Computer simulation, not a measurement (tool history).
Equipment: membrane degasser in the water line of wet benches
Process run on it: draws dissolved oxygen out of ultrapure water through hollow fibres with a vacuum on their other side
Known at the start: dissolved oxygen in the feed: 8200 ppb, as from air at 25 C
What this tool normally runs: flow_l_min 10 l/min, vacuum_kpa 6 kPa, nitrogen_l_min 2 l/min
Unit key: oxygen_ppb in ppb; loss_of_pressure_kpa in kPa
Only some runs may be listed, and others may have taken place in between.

run	hour	flow_l_min	vacuum_kpa	nitrogen_l_min	oxygen_ppb	loss_of_pressure_kpa
1	0	10	6	2	40.9	35.12
2	42.1	10	6	2	41.8	35.29
3	90.1	10	6	2	40	35.17
4	129.2	10	6	2	40.8	35.18
5	161	10	6	2	40.9	35.11
6	204.6	13	6	2	66.3	46.09
7	255.7	10	7.44	2	58.8	35.11
8	307.9	10	7.44	2	58.6	34.89
9	360.4	10	6	2	41.6	35.2
10	400	10	6	2	40.1	35.47
11	450.8	10	6	2	40.5	35.2
12	473.9	10	6	2	40.5	35.33
13	513.4	10	6	2	39.1	35.5
14	553.7	10	6	2	40.9	35.26
# hour 558.5: vacuum gauge calibrated
15	593.4	10	10.36	2	95.4	35.32
16	621.3	10	10.36	2	96	35.45
17	670.5	12	6	1.65	64.1	42.25
18	693.1	13	6	1.65	75.4	45.92
19	729.2	13	6	1.65	75.2	45.61
20	755.2	13	6	1.65	73.6	46.08
21	778.9	9	11.22	3.28	59.9	31.98
22	815.7	6	8.99	2.28	40	21.35
# hour 836.5: vacuum gauge calibrated, once more
23	867.5	13	13.07	2.37	151.4	45.76
24	920.8	13	13.07	2.37	151.9	45.93
25	959.1	7	11.43	1.14	125.2	24.59
26	988.1	11	4.25	1.82	25.8	38.82
27	1011.4	11	4.25	1.82	25.9	38.62
28	1063.7	11	7.97	1	134.7	39.02
29	1117.4	14	4.06	2	43.5	49.55
30	1153.3	10	7.4	1.59	70.4	35.4
31	1194.2	10	7.4	1.59	69.5	35.32
32	1216.5	10	7.4	1.59	70.6	35.3

Had the tool no unlogged condition, and each run kept its random variation, what would the results have been?
Hidden conditions of the tool in this case: membrane still open, %; true pressure behind the membrane over the reading, kPa; air that leaks in behind the membrane, l/min; drift of the gauge itself on oxygen_ppb, %; drift of the gauge itself on loss_of_pressure_kpa, %.
run	oxygen_ppb	loss_of_pressure_kpa
1	40.1	35.01
2	41	35.18
3	39.2	35.05
4	39.9	35.06
5	40	34.98
6	65	45.92
7	57.6	34.98
8	57.3	34.74
9	40.5	35.05
10	39.1	35.32
11	39.4	35.04
12	39.4	35.17
13	38	35.33
14	39.8	35.09
15	93.3	35.14
16	93.9	35.27
17	62.2	42.03
18	73.2	45.67
19	73	45.36
20	71.5	45.82
21	58.3	31.8
22	38.5	21.23
23	149.3	45.48
24	149.7	45.65
25	122.5	24.43
26	25.3	38.57
27	25.4	38.36
28	132.9	38.76
29	42.3	49.21
30	69.1	35.16
31	68.2	35.07
32	69.2	35.05
